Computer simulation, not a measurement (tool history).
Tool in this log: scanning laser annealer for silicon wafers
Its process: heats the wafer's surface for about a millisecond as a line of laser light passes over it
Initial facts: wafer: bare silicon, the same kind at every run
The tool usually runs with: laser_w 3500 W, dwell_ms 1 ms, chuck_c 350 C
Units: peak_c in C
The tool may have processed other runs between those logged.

run 1 day=0 | laser_w=3500 dwell_ms=1 chuck_c=350 | peak_c=1145
run 2 day=0.338 | laser_w=3500 dwell_ms=1 chuck_c=350 | peak_c=1143
run 3 day=0.712 | laser_w=3500 dwell_ms=1 chuck_c=350 | peak_c=1141
run 4 day=1.292 | laser_w=3500 dwell_ms=1 chuck_c=350 | peak_c=1142
run 5 day=1.783 | laser_w=3400 dwell_ms=1 chuck_c=350 | peak_c=1110
run 6 day=2.254 | laser_w=3500 dwell_ms=1 chuck_c=350 | peak_c=1138
run 7 day=2.629 | laser_w=3500 dwell_ms=1 chuck_c=350 | peak_c=1140
run 8 day=3.317 | laser_w=3500 dwell_ms=1 chuck_c=350 | peak_c=1142
run 9 day=3.658 | laser_w=3500 dwell_ms=1 chuck_c=350 | peak_c=1141
run 10 day=4.338 | laser_w=3500 dwell_ms=1 chuck_c=366 | peak_c=1151
-- day=4.742 window over the wafer cleaned
run 11 day=5.133 | laser_w=3500 dwell_ms=1 chuck_c=366 | peak_c=1159
run 12 day=5.625 | laser_w=3500 dwell_ms=1 chuck_c=366 | peak_c=1161
run 13 day=6.021 | laser_w=3500 dwell_ms=1 chuck_c=366 | peak_c=1158
run 14 day=6.692 | laser_w=3500 dwell_ms=0.96 chuck_c=350 | peak_c=1129
run 15 day=7.142 | laser_w=3500 dwell_ms=0.96 chuck_c=350 | peak_c=1128
run 16 day=7.708 | laser_w=3500 dwell_ms=1.23 chuck_c=350 | peak_c=1226
run 17 day=8.25 | laser_w=3500 dwell_ms=1.23 chuck_c=350 | peak_c=1222
run 18 day=8.896 | laser_w=3500 dwell_ms=1.23 chuck_c=350 | peak_c=1221
run 19 day=9.296 | laser_w=3500 dwell_ms=1.23 chuck_c=350 | peak_c=1223
run 20 day=9.854 | laser_w=3500 dwell_ms=1.23 chuck_c=350 | peak_c=1223
run 21 day=10.221 | laser_w=3500 dwell_ms=1.23 chuck_c=350 | peak_c=1226
run 22 day=10.746 | laser_w=3500 dwell_ms=1.23 chuck_c=350 | peak_c=1221
run 23 day=11.288 | laser_w=3772 dwell_ms=1.14 chuck_c=385 | peak_c=1316
run 24 day=11.842 | laser_w=3354 dwell_ms=1.08 chuck_c=313 | peak_c=1088
run 25 day=12.3 | laser_w=3316 dwell_ms=1 chuck_c=340 | peak_c=1077
run 26 day=12.662 | laser_w=3380 dwell_ms=1 chuck_c=340 | peak_c=1094
run 27 day=13.012 | laser_w=3718 dwell_ms=1 chuck_c=361 | peak_c=1223
run 28 day=13.708 | laser_w=3796 dwell_ms=0.92 chuck_c=343 | peak_c=1193
run 29 day=14.2 | laser_w=3492 dwell_ms=1 chuck_c=350 | peak_c=1140
run 30 day=14.779 | laser_w=3500 dwell_ms=1.07 chuck_c=350 | peak_c=1167
run 31 day=15.108 | laser_w=3500 dwell_ms=0.73 chuck_c=350 | peak_c=1038
run 32 day=15.471 | laser_w=3634 dwell_ms=0.74 chuck_c=350 | peak_c=1076
run 33 day=15.762 | laser_w=3625 dwell_ms=1.02 chuck_c=311 | peak_c=1149
-- day=16.488 optics aligned, line set to its width
run 34 day=16.625 | laser_w=3589 dwell_ms=0.82 chuck_c=311 | peak_c=1061
run 35 day=16.983 | laser_w=3455 dwell_ms=1.04 chuck_c=314 | peak_c=1108
run 36 day=17.4 | laser_w=3455 dwell_ms=1.04 chuck_c=314 | peak_c=1110
run 37 day=17.954 | laser_w=3551 dwell_ms=1 chuck_c=327 | peak_c=1138
run 38 day=18.4 | laser_w=3743 dwell_ms=0.89 chuck_c=318 | peak_c=1135
run 39 day=18.842 | laser_w=3743 dwell_ms=0.89 chuck_c=318 | peak_c=1144
run 40 day=19.554 | laser_w=3743 dwell_ms=0.89 chuck_c=318 | peak_c=1142
run 41 day=19.9 | laser_w=3743 dwell_ms=0.89 chuck_c=378 | peak_c=1200

Consider 4 possible next runs. They are alternatives, not a sequence: every one starts from the tool as it was left by run 41. What does each give?
run A day=20.425 | laser_w=3678 dwell_ms=1.15 chuck_c=361 | peak_c=?
run B day=20.425 | laser_w=3840 dwell_ms=0.89 chuck_c=359 | peak_c=?
run C day=20.425 | laser_w=3743 dwell_ms=0.87 chuck_c=378 | peak_c=?
run D day=20.425 | laser_w=3500 dwell_ms=1.17 chuck_c=350 | peak_c=?

run=A peak_c=1263
run=B peak_c=1212
run=C peak_c=1194
run=D peak_c=1205
The same runs, with their run-to-run variation unchanged, on a tool lacking any hidden condition would have given:
run=A peak_c=1265
run=B peak_c=1214
run=C peak_c=1196
run=D peak_c=1206
